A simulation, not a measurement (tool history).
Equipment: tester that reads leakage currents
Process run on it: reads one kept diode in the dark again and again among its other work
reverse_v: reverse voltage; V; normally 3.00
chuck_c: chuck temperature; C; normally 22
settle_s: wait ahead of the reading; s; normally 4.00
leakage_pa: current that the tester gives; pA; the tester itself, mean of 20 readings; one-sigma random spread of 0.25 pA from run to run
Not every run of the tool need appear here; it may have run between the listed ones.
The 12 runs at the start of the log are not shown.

run,hour,reverse_v,chuck_c,settle_s,leakage_pa
13,443.2,6.35,44,4.00,672.59
14,483.0,6.35,44,4.00,671.92
15,535.6,3.00,22,4.00,75.55
16,569.8,3.00,53,4.00,1047.04
17,610.8,3.00,53,4.00,1046.07
# hour 618.0: chuck's temperature calibrated
18,641.2,7.23,22,4.00,99.74
19,665.8,8.21,22,4.00,104.65
20,690.2,8.21,22,4.00,104.13

What does the tool deliver on the next run?
21,712.9,3.63,50,0.64,?

{"run 21": {"leakage_pa": 848.88}}
Without the tool's hidden state the same run would have given leakage_pa 948.93 pA.

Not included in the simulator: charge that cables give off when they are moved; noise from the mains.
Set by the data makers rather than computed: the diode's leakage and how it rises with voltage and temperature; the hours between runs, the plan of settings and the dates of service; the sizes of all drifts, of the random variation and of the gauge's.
